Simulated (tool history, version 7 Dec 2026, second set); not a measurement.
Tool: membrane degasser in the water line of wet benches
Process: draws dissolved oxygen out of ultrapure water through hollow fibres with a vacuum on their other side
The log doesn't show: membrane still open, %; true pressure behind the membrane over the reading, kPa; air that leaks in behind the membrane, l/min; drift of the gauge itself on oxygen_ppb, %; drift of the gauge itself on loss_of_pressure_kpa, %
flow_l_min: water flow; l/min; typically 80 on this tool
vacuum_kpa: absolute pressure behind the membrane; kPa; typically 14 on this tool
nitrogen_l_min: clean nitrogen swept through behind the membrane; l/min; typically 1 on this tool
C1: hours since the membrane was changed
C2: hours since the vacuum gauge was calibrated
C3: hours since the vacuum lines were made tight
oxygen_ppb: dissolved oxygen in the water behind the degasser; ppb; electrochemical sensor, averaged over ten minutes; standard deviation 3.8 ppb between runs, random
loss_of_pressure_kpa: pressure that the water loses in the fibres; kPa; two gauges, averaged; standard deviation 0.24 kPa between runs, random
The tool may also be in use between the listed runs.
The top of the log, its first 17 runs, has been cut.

Run 18, day 174.258: usual settings but vacuum_kpa 17.8 kPa, nitrogen_l_min 0.41 l/min; C1 7863; C2 3851; C3 8468. Result: oxygen_ppb 2672.9 ppb, loss_of_pressure_kpa 65.89 kPa.
Run 19, day 181.779: usual settings but flow_l_min 91 l/min, vacuum_kpa 12.3 kPa; C1 8044; C2 4032; C3 8648. Result: oxygen_ppb 1250 ppb, loss_of_pressure_kpa 74.56 kPa.
Run 20, day 189.892: usual settings but flow_l_min 91 l/min, vacuum_kpa 12.3 kPa; C1 8238; C2 4226; C3 8843. Result: oxygen_ppb 1249.2 ppb, loss_of_pressure_kpa 74.63 kPa.
Run 21, day 199.146: usual settings but flow_l_min 83 l/min, vacuum_kpa 22.1 kPa; C1 8461; C2 4449; C3 9065. Result: oxygen_ppb 2142.2 ppb, loss_of_pressure_kpa 68.21 kPa.
Run 22, day 207.583: usual settings but flow_l_min 74 l/min, vacuum_kpa 17.8 kPa, nitrogen_l_min 2.68 l/min; C1 8663; C2 4651; C3 9268. Result: oxygen_ppb 837.5 ppb, loss_of_pressure_kpa 60.84 kPa.
At day 208.796: gauge calibrated.
Run 23, day 214.296: usual settings but flow_l_min 52 l/min, vacuum_kpa 10 kPa, nitrogen_l_min 2.45 l/min; C1 8824; C2 4812; C3 9429. Result: oxygen_ppb 334.8 ppb, loss_of_pressure_kpa 41.6 kPa.
Run 24, day 224.988: usual settings but flow_l_min 76 l/min, vacuum_kpa 34.4 kPa, nitrogen_l_min 1.1 l/min; C1 9081; C2 5069; C3 9685. Result: oxygen_ppb 2784.6 ppb, loss_of_pressure_kpa 61.41 kPa.
Run 25, day 238.379: usual settings but flow_l_min 123 l/min, vacuum_kpa 12.2 kPa, nitrogen_l_min 1.4 l/min; C1 9402; C2 5390; C3 10007. Result: oxygen_ppb 1258.2 ppb, loss_of_pressure_kpa 99.24 kPa.
At day 239.325: seals of the vacuum lines changed.
Run 26, day 252.221: usual settings but flow_l_min 123 l/min, vacuum_kpa 12.2 kPa, nitrogen_l_min 1.4 l/min; C1 9732; C2 5720; C3 310. Result: oxygen_ppb 1242.2 ppb, loss_of_pressure_kpa 99.29 kPa.
Run 27, day 261.683: usual settings but vacuum_kpa 16.7 kPa; C1 9960; C2 5948; C3 537. Result: oxygen_ppb 1610.9 ppb, loss_of_pressure_kpa 64.87 kPa.
Run 28, day 267.546: usual settings but nitrogen_l_min 1.26 l/min; C1 10100; C2 6088; C3 677. Result: oxygen_ppb 1163 ppb, loss_of_pressure_kpa 64.79 kPa.
At day 274.183: vacuum gauge calibrated.
Run 29, day 277.425: usual settings but flow_l_min 50 l/min, vacuum_kpa 14.9 kPa, nitrogen_l_min 2.08 l/min; C1 10337; C2 78; C3 914. Result: oxygen_ppb 596.7 ppb, loss_of_pressure_kpa 40.67 kPa.
Run 30, day 286.617: usual settings but flow_l_min 50 l/min, vacuum_kpa 14.9 kPa, nitrogen_l_min 2.08 l/min; C1 10557; C2 298; C3 1135. Result: oxygen_ppb 595.1 ppb, loss_of_pressure_kpa 40.33 kPa.
Run 31, day 299.862: usual settings but flow_l_min 50 l/min, vacuum_kpa 31.7 kPa, nitrogen_l_min 0.76 l/min; C1 10875; C2 616; C3 1452. Result: oxygen_ppb 2532.1 ppb, loss_of_pressure_kpa 40.48 kPa.
Run 32, day 312.771: usual settings but flow_l_min 91 l/min, vacuum_kpa 8.5 kPa, nitrogen_l_min 2.35 l/min; C1 11185; C2 926; C3 1762. Result: oxygen_ppb 471.9 ppb, loss_of_pressure_kpa 73.98 kPa.
Run 33, day 324.671: usual settings but nitrogen_l_min 0.8 l/min; C1 11471; C2 1212; C3 2048. Result: oxygen_ppb 1517.7 ppb, loss_of_pressure_kpa 65.2 kPa.

Alternative continuations, all from the tool just after run 33; predict every row:
Run A, day 337.55: usual settings but vacuum_kpa 22.3 kPa; C1 11780; C2 1521; C3 2357. Result: oxygen_ppb ?, loss_of_pressure_kpa ?.
Run B, day 337.55: usual settings but flow_l_min 96 l/min, vacuum_kpa 14.1 kPa, nitrogen_l_min 1.3 l/min; C1 11780; C2 1521; C3 2357. Result: oxygen_ppb ?, loss_of_pressure_kpa ?.
Run C, day 337.55: usual settings but flow_l_min 68 l/min, vacuum_kpa 25 kPa, nitrogen_l_min 0.95 l/min; C1 11780; C2 1521; C3 2357. Result: oxygen_ppb ?, loss_of_pressure_kpa ?.

run  oxygen_ppb  loss_of_pressure_kpa
  A      2119.5                 65.21
  B      1293.4                 78.54
  C      2193.6                  55.6
What these runs would have given with no unlogged condition in the tool:
run  oxygen_ppb  loss_of_pressure_kpa
  A      2119.3                 64.13
  B        1293                 77.24
  C      2193.5                 54.68
